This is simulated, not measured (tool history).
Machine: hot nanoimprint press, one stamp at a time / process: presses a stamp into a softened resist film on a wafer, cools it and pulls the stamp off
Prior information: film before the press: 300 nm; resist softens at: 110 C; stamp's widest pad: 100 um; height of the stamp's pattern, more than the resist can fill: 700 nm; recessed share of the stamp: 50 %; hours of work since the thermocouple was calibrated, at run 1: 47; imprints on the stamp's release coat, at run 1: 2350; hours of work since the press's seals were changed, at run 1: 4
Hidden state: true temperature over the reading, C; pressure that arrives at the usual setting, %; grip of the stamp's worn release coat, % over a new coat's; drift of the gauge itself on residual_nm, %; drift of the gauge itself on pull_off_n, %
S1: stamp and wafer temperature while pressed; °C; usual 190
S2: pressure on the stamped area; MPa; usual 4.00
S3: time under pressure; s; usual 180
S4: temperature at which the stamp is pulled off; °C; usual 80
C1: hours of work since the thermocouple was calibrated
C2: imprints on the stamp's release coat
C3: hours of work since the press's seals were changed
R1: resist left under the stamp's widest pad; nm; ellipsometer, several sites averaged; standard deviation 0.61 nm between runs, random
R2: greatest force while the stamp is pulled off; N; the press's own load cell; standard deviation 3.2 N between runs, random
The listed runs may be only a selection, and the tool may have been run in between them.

run,day,S1,S2,S3,S4,C1,C2,C3,R1,R2
1,0.000,190,4.00,180,80,47,2350,4,168.3,156
# day 0.371: stamp cleaned and given a new release coat
2,0.808,190,4.00,180,80,57,30,14,168.6,157
3,1.592,190,4.00,180,80,71,83,28,169.5,155
4,2.221,190,4.00,180,80,83,126,40,168.6,159
5,2.800,190,4.00,355,80,94,166,50,132.0,152
6,3.571,190,4.00,180,65,108,219,65,168.9,199
7,4.404,191,4.00,180,80,123,276,80,164.6,155
8,5.133,190,4.00,180,80,137,325,93,169.2,155
9,5.696,190,4.00,180,80,147,364,104,168.7,158
10,6.092,193,2.54,150,85,154,391,111,198.2,142
11,6.496,180,4.13,328,87,162,419,118,176.3,130
12,7.121,202,4.00,258,80,173,461,130,111.9,153
13,7.654,190,6.28,152,80,183,498,140,149.0,154
14,8.179,185,4.49,170,70,193,534,149,185.8,187
15,8.579,179,4.56,282,80,200,561,157,182.9,153
16,9.079,179,3.34,199,81,209,595,166,223.1,151
17,9.942,179,3.34,199,81,225,654,182,224.0,150
18,10.612,178,6.20,101,71,237,700,194,224.3,185

Each row is a separate what-if for the run after 18, all from the same tool condition, not one after another. Results?
A,11.029,191,4.21,270,71,245,728,202,?,?
B,11.029,197,4.00,180,80,245,728,202,?,?
C,11.029,190,4.00,266,80,245,728,202,?,?

run,R1,R2
A,141.4,189
B,144.5,152
C,150.1,155
What these runs would have given with no unlogged condition in the tool:
run,R1,R2
A,139.0,188
B,142.0,151
C,147.6,154
